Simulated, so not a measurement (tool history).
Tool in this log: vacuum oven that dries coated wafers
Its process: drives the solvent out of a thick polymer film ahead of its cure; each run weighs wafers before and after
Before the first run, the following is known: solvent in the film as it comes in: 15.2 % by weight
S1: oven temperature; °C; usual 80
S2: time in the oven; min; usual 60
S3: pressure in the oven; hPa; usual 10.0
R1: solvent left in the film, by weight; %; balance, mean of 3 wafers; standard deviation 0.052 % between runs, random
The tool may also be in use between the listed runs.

run 1 day=0.000 | S1=80 S2=60 S3=10.0 | R1=1.91
run 2 day=1.654 | S1=80 S2=60 S3=10.0 | R1=1.83
run 3 day=3.392 | S1=80 S2=60 S3=10.0 | R1=1.87
run 4 day=5.529 | S1=80 S2=60 S3=10.0 | R1=1.91
run 5 day=7.708 | S1=80 S2=60 S3=10.0 | R1=1.96
run 6 day=9.250 | S1=80 S2=60 S3=10.0 | R1=1.95
run 7 day=12.529 | S1=80 S2=60 S3=10.0 | R1=1.93
run 8 day=15.775 | S1=80 S2=60 S3=29.5 | R1=2.50
run 9 day=18.346 | S1=80 S2=53 S3=10.0 | R1=2.42
run 10 day=20.125 | S1=80 S2=60 S3=10.0 | R1=1.99
run 11 day=22.875 | S1=80 S2=60 S3=10.0 | R1=2.01
run 12 day=25.212 | S1=80 S2=60 S3=10.0 | R1=2.13
run 13 day=27.579 | S1=80 S2=60 S3=10.0 | R1=2.06
run 14 day=29.567 | S1=80 S2=60 S3=10.0 | R1=2.08
run 15 day=31.100 | S1=80 S2=60 S3=10.0 | R1=2.19
run 16 day=33.804 | S1=80 S2=36 S3=10.0 | R1=4.20
run 17 day=35.279 | S1=80 S2=36 S3=10.0 | R1=4.06
run 18 day=36.646 | S1=80 S2=36 S3=10.0 | R1=4.14
run 19 day=38.250 | S1=80 S2=81 S3=10.0 | R1=1.26
-- day=38.579 vacuum gauge cleaned of residue and calibrated
run 20 day=40.921 | S1=80 S2=33 S3=10.0 | R1=4.52
run 21 day=42.896 | S1=80 S2=48 S3=10.0 | R1=2.97
run 22 day=44.542 | S1=92 S2=48 S3=14.2 | R1=0.79
run 23 day=47.792 | S1=82 S2=60 S3=10.0 | R1=1.78
run 24 day=49.333 | S1=91 S2=50 S3=19.6 | R1=1.07
run 25 day=51.912 | S1=91 S2=50 S3=19.6 | R1=0.94
-- day=52.492 vacuum gauge cleaned of residue and calibrated, once more
run 26 day=53.604 | S1=86 S2=58 S3=13.5 | R1=1.25
run 27 day=55.142 | S1=86 S2=58 S3=13.5 | R1=1.27
run 28 day=58.346 | S1=91 S2=56 S3=5.3 | R1=0.55
-- day=61.175 oven's thermocouples calibrated
run 29 day=61.446 | S1=91 S2=56 S3=5.3 | R1=0.41
run 30 day=63.942 | S1=91 S2=56 S3=5.3 | R1=0.38
run 31 day=65.858 | S1=70 S2=39 S3=23.9 | R1=6.24
run 32 day=68.308 | S1=71 S2=60 S3=5.6 | R1=3.73
run 33 day=71.554 | S1=80 S2=45 S3=12.3 | R1=2.68
run 34 day=73.938 | S1=80 S2=45 S3=12.3 | R1=2.71
run 35 day=76.408 | S1=80 S2=45 S3=12.3 | R1=2.68
run 36 day=77.933 | S1=80 S2=45 S3=12.3 | R1=2.72
run 37 day=79.788 | S1=79 S2=30 S3=21.7 | R1=5.06
run 38 day=81.946 | S1=79 S2=30 S3=21.7 | R1=4.93
run 39 day=84.004 | S1=79 S2=30 S3=21.7 | R1=5.04

How would selected steps in R1 from run to run divide? Give the signed amount a tool lacking its hidden state would still show from settings, what came in and random variation, and the signed amount left for the hidden state, including any gauge scatter that is not in both of the compared results.
Hidden conditions of the tool in this case: true wafer temperature over the reading, C; true pressure over the reading, kPa; drift of the gauge itself on solvent_pct, %.
Run 18 -> 19: S2 36 -> 81. R1 -2.88 %: hidden state -0.31, all else -2.57.
Run 19 -> 20: S2 81 -> 33, vacuum gauge cleaned of residue and calibrated. R1 +3.26 %: hidden state +0.33, all else +2.93.
Run 21 -> 22: S1 80 -> 92, S3 10.0 -> 14.2. R1 -2.18 %: hidden state -0.38, all else -1.80.
Run 30 -> 31: S1 91 -> 70, S2 56 -> 39, S3 5.3 -> 23.9. R1 +5.86 %: hidden state +0.05, all else +5.81.
